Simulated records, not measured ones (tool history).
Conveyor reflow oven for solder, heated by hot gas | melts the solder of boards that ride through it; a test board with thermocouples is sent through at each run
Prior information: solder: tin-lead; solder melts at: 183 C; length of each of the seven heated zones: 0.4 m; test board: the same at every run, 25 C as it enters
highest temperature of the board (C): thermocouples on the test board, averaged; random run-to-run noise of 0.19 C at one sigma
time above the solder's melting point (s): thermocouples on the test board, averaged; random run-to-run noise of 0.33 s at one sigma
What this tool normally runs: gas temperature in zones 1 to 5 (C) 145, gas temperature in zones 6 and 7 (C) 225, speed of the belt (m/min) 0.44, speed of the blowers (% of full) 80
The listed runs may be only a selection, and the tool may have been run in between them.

run,hour,gas temperature in zones 1 to 5 (C),gas temperature in zones 6 and 7 (C),speed of the belt (m/min),speed of the blowers (% of full),highest temperature of the board (C),time above the solder's melting point (s)
1,0,145,225,0.44,80,216.1,86.8
2,12.5,159,225,0.44,80,217.8,97.3
3,22.1,159,225,0.44,80,217.9,98
4,34.3,159,225,0.44,80,217.9,96.9
5,52.4,159,225,0.44,80,217.9,97.4
6,62.6,145,223,0.44,80,214.6,85.4
7,75,145,223,0.44,80,214.2,85
8,87.4,145,223,0.44,80,214.4,84.6
9,97.6,145,225,0.44,80,216.2,86.8
10,108.7,145,225,0.44,80,216.4,87.7
11,120.1,145,225,0.44,80,216.3,86.8
12,130,145,225,0.44,80,216.1,86.8
13,146.7,145,225,0.44,80,216.7,86.8
14,161.6,145,234,0.44,80,224.5,94.1
15,173.3,145,234,0.44,80,224.6,93.8
# hour 183.6: flux residue cleaned out of gas plates and filters
16,187.7,145,216,0.44,56,204.5,69.8
17,202.3,151,225,0.44,89,217.8,92.3
18,213.2,151,225,0.44,89,218.2,92.3
19,221.9,151,225,0.44,89,218,92.6
20,236.2,151,225,0.452,55,212.3,81.6
21,244,131,236,0.386,80,228,103.5
22,252.6,141,214,0.484,84,204.1,63.3
23,262.4,145,215,0.44,55,203.5,67.6
24,272.7,133,239,0.394,62,227.6,101.3
25,280.4,133,239,0.497,69,221.9,74.5
26,293.5,135,239,0.497,86,225.7,79.6
27,306.6,153,225,0.44,76,216.1,92.4
28,321.3,145,213,0.44,65,203.3,69.4

Consider 4 possible next runs. They are alternatives, not a sequence: every one starts from the tool as it was left by run 28. What does each give?
A,336.8,135,229,0.44,80,?,?
B,336.8,159,224,0.44,80,?,?
C,336.8,145,214,0.44,80,?,?
D,336.8,158,225,0.424,77,?,?

run,highest temperature of the board (C),time above the solder's melting point (s)
A,218.3,85.3
B,217.1,96.5
C,206.2,75.7
D,218.3,100.4
With the hidden condition removed and each run's random variation left untouched, the same runs would have given:
run,highest temperature of the board (C),time above the solder's melting point (s)
A,218.3,85.2
B,217.1,96.5
C,206.1,75.6
D,218.3,100.3
